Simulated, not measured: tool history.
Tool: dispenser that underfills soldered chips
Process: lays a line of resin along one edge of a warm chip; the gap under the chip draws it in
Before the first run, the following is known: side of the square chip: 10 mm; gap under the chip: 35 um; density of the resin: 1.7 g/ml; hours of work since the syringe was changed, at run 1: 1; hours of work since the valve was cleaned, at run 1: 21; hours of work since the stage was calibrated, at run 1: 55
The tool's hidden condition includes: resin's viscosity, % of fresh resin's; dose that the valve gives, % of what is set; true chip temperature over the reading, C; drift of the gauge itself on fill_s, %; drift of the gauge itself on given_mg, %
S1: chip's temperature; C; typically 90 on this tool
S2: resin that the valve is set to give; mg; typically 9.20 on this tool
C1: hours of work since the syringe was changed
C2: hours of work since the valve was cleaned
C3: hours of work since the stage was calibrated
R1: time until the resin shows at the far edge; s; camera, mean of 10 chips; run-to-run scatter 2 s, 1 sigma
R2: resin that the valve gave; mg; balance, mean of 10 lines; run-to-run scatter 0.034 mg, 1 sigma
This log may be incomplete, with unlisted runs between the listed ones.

run	day	S1	S2	C1	C2	C3	R1	R2
1	0.000	90	9.20	1	21	55	209.8	9.11
2	0.433	90	9.20	8	28	62	334.9	9.14
# day 0.725: new syringe of resin
3	0.921	81	9.20	3	35	70	333.9	9.07
4	1.354	81	9.20	10	42	76	530.6	8.98
# day 1.467: new syringe of resin
5	1.896	79	9.20	7	50	85	451.2	8.96
6	2.129	79	9.20	10	54	88	599.6	8.97
# day 2.229: new syringe of resin
# day 2.542: dispensing valve cleaned and set on the balance
7	2.612	79	9.20	5	1	95	423.5	9.23
8	2.842	79	9.20	9	5	99	540.7	9.12
# day 3.054: new syringe of resin
9	3.379	76	9.20	5	13	107	456.8	9.15
# day 3.792: new syringe of resin
10	3.921	76	9.20	2	21	115	360.1	9.09
11	4.396	76	9.20	9	29	123	618.2	9.12
# day 4.533: new syringe of resin
12	4.867	87	9.70	5	36	130	303.4	9.51
# day 5.304: new syringe of resin
13	5.329	76	10.66	0	43	137	328.4	10.44
14	5.600	91	10.62	5	47	141	256.7	10.43
# day 6.050: new syringe of resin
15	6.058	93	11.17	0	54	148	168.5	10.91
16	6.367	93	11.17	5	59	153	237.4	10.94
# day 6.488: dispensing valve cleaned and set on the balance
17	6.679	76	9.85	9	3	157	600.8	9.85
# day 6.850: new syringe of resin
18	7.017	76	9.85	3	8	162	366.4	9.86
19	7.550	76	9.85	11	16	171	672.0	9.78
# day 7.596: new syringe of resin
20	7.804	76	9.85	3	20	174	388.2	9.80

Here are 5 independent what-if runs from the current tool condition. What would each one return?
A	8.262	101	10.99	10	27	182	?	?
B	8.262	80	10.54	10	27	182	?	?
C	8.262	76	9.73	10	27	182	?	?
D	8.262	79	8.74	10	27	182	?	?
E	8.262	86	10.38	10	27	182	?	?

run	R1	R2
A	265.5	10.82
B	552.6	10.42
C	653.2	9.59
D	592.6	8.57
E	448.2	10.23
With no hidden state in the tool, these same runs would have given:
run	R1	R2
A	131.6	10.95
B	275.2	10.54
C	325.4	9.71
D	294.1	8.68
E	222.6	10.35
